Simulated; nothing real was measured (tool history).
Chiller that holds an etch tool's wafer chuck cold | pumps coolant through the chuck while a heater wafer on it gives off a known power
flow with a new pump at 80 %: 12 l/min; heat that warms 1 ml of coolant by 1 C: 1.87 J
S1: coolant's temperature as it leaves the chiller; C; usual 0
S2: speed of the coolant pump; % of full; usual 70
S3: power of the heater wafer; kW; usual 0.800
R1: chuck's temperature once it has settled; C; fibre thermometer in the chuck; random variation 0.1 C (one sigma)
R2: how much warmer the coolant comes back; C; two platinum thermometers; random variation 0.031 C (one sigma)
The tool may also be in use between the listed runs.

{"run": 1, "hour": 0.0, "S1": 0, "S2": 70, "S3": 0.8, "R1": 9.3, "R2": 2.46}
{"run": 2, "hour": 35.0, "S1": 0, "S2": 70, "S3": 0.8, "R1": 9.4, "R2": 2.49}
{"run": 3, "hour": 56.6, "S1": 0, "S2": 70, "S3": 0.578, "R1": 6.9, "R2": 1.81}
{"run": 4, "hour": 94.4, "S1": 0, "S2": 70, "S3": 0.578, "R1": 6.8, "R2": 1.83}
{"run": 5, "hour": 122.3, "S1": 0, "S2": 70, "S3": 0.8, "R1": 9.2, "R2": 2.54}
{"run": 6, "hour": 157.5, "S1": 0, "S2": 70, "S3": 0.8, "R1": 9.2, "R2": 2.6}
{"run": 7, "hour": 180.1, "S1": 0, "S2": 70, "S3": 0.8, "R1": 9.5, "R2": 2.61}
{"run": 8, "hour": 198.3, "S1": 0, "S2": 63, "S3": 0.8, "R1": 10.1, "R2": 2.87}
{"run": 9, "hour": 220.7, "S1": 0, "S2": 70, "S3": 0.8, "R1": 9.4, "R2": 2.61}
{"run": 10, "hour": 256.0, "S1": 0, "S2": 70, "S3": 0.8, "R1": 9.3, "R2": 2.65}
{"run": 11, "hour": 294.5, "S1": 0, "S2": 70, "S3": 0.425, "R1": 5.1, "R2": 1.54}
{"run": 12, "hour": 311.5, "S1": 0, "S2": 70, "S3": 0.425, "R1": 4.8, "R2": 1.62}
{"run": 13, "hour": 342.9, "S1": -3, "S2": 70, "S3": 0.8, "R1": 6.5, "R2": 2.76}
{"run": 14, "hour": 360.2, "S1": 0, "S2": 70, "S3": 0.683, "R1": 8.1, "R2": 2.38}
{"hour": 378.1, "done": "gauge calibrated"}
{"run": 15, "hour": 388.6, "S1": 0, "S2": 70, "S3": 0.563, "R1": 6.6, "R2": 1.78}
{"run": 16, "hour": 407.0, "S1": 0, "S2": 70, "S3": 0.563, "R1": 6.7, "R2": 1.76}
{"run": 17, "hour": 422.8, "S1": 0, "S2": 70, "S3": 0.563, "R1": 6.6, "R2": 1.75}
{"run": 18, "hour": 454.0, "S1": 0, "S2": 87, "S3": 0.466, "R1": 4.7, "R2": 1.19}
{"run": 19, "hour": 485.0, "S1": -4, "S2": 70, "S3": 0.547, "R1": 2.4, "R2": 1.78}
{"run": 20, "hour": 503.6, "S1": -1, "S2": 71, "S3": 0.652, "R1": 6.5, "R2": 2.08}
{"run": 21, "hour": 522.4, "S1": 0, "S2": 76, "S3": 0.462, "R1": 5.1, "R2": 1.45}
{"run": 22, "hour": 552.7, "S1": -3, "S2": 76, "S3": 1.139, "R1": 9.7, "R2": 3.34}
{"run": 23, "hour": 571.0, "S1": -4, "S2": 86, "S3": 0.62, "R1": 2.2, "R2": 1.78}
{"run": 24, "hour": 604.0, "S1": 10, "S2": 72, "S3": 1.03, "R1": 21.8, "R2": 3.24}
{"run": 25, "hour": 631.0, "S1": 3, "S2": 81, "S3": 0.878, "R1": 12.2, "R2": 2.51}
{"run": 26, "hour": 667.6, "S1": 3, "S2": 81, "S3": 0.878, "R1": 12.1, "R2": 2.55}
{"run": 27, "hour": 685.0, "S1": -1, "S2": 94, "S3": 0.415, "R1": 3.0, "R2": 1.21}
{"run": 28, "hour": 715.5, "S1": -1, "S2": 94, "S3": 0.415, "R1": 2.8, "R2": 1.27}
{"run": 29, "hour": 750.3, "S1": -1, "S2": 94, "S3": 0.415, "R1": 2.9, "R2": 1.35}
{"run": 30, "hour": 770.3, "S1": -7, "S2": 92, "S3": 0.568, "R1": -1.5, "R2": 1.68}
{"run": 31, "hour": 786.1, "S1": 5, "S2": 94, "S3": 0.944, "R1": 13.9, "R2": 2.52}

Measured less the same run without the tool's hidden state. The same run-to-run variation is in both; the gauge's scatter may not be:
The hidden state here: heat passed by the chuck's channels, % of clean ones'; flow at a given pump speed, % of a new pump's; coolant's true temperature over the reading, C; drift of the gauge itself on chuck_c, C; drift of the gauge itself on warmer_back_c, C.
run=1 R2=+0.00
run=2 R2=+0.03
run=3 R2=+0.05
run=4 R2=+0.09
run=5 R2=+0.11
run=6 R2=+0.14
run=7 R2=+0.16
run=8 R2=+0.18
run=9 R2=+0.20
run=10 R2=+0.23
run=11 R2=+0.26
run=12 R2=+0.28
run=13 R2=+0.30
run=14 R2=+0.33
run=15 R2=+0.01
run=16 R2=+0.02
run=17 R2=+0.04
run=18 R2=+0.07
run=19 R2=+0.09
run=20 R2=+0.11
run=21 R2=+0.13
run=22 R2=+0.16
run=23 R2=+0.17
run=24 R2=+0.20
run=25 R2=+0.23
run=26 R2=+0.27
run=27 R2=+0.28
run=28 R2=+0.31
run=29 R2=+0.34
run=30 R2=+0.36
run=31 R2=+0.36
R1: within 0.1 C of the measured result in every run.

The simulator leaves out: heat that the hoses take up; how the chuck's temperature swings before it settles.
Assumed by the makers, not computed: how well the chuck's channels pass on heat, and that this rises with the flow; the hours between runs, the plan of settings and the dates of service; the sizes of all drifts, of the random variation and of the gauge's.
